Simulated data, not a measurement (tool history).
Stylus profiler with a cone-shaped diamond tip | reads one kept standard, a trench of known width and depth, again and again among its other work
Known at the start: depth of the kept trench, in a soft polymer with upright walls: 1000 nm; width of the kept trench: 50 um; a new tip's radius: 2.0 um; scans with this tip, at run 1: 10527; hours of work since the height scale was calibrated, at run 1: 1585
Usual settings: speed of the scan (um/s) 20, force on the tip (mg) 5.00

run	hour	speed of the scan (um/s)	force on the tip (mg)	scans with this tip	hours of work since the height scale was calibrated	depth of the trench (angstrom)	width of the trench's floor (um)
1	0.0	20	5.00	10527	1585	10271.4	46.52
2	53.6	20	5.00	10720	1614	10272.2	46.45
3	82.0	20	5.00	10822	1629	10274.2	46.49
4	112.9	20	5.00	10933	1646	10275.1	46.43
5	141.1	20	5.00	11034	1661	10267.3	46.48
6	189.4	20	5.00	11208	1687	10270.0	46.44
7	228.1	20	5.00	11347	1708	10272.6	46.44
8	270.2	20	5.00	11499	1731	10273.8	46.42
9	313.1	20	5.00	11653	1754	10265.8	46.40
10	375.7	20	1.81	11877	1788	10137.3	46.40
11	438.3	20	1.81	12102	1822	10137.6	46.40
12	485.2	20	1.81	12271	1847	10140.1	46.42
# hour 515.2: new tip fitted, height scale calibrated
13	519.7	20	1.81	16	2	10139.8	46.44
14	574.2	20	5.00	212	32	10271.1	46.47
15	610.7	20	5.00	343	52	10272.7	46.47
16	659.3	20	5.00	517	78	10272.1	46.49
17	707.1	20	5.00	689	104	10268.9	46.45
18	760.7	20	5.00	882	133	10272.9	46.45
19	802.4	26	5.52	1032	155	10285.3	46.44
20	831.3	9	8.46	1136	171	10380.3	46.53
21	869.0	9	8.46	1271	191	10381.3	46.45
22	928.3	9	8.46	1484	223	10386.1	46.52
23	958.3	9	2.92	1592	240	10187.6	46.49
24	993.1	6	2.92	1717	259	10188.0	46.56
25	1037.4	63	2.16	1876	282	10152.5	46.13
26	1097.7	63	2.16	2093	315	10156.4	46.14
27	1146.2	63	2.16	2267	341	10152.8	46.19
28	1196.0	55	5.00	2446	368	10269.6	46.37
29	1234.1	31	9.14	2583	389	10404.4	46.39

Forecast each of these 3 alternatives for the next run:
A	1296.3	30	1.75	2807	423	?	?
B	1296.3	50	2.09	2807	423	?	?
C	1296.3	39	4.09	2807	423	?	?

run	depth of the trench (angstrom)	width of the trench's floor (um)
A	10132.5	46.29
B	10150.3	46.25
C	10236.6	46.39
Without the tool's hidden state the same runs would have given:
run	depth of the trench (angstrom)	width of the trench's floor (um)
A	10132.5	46.29
B	10150.3	46.25
C	10236.5	46.40

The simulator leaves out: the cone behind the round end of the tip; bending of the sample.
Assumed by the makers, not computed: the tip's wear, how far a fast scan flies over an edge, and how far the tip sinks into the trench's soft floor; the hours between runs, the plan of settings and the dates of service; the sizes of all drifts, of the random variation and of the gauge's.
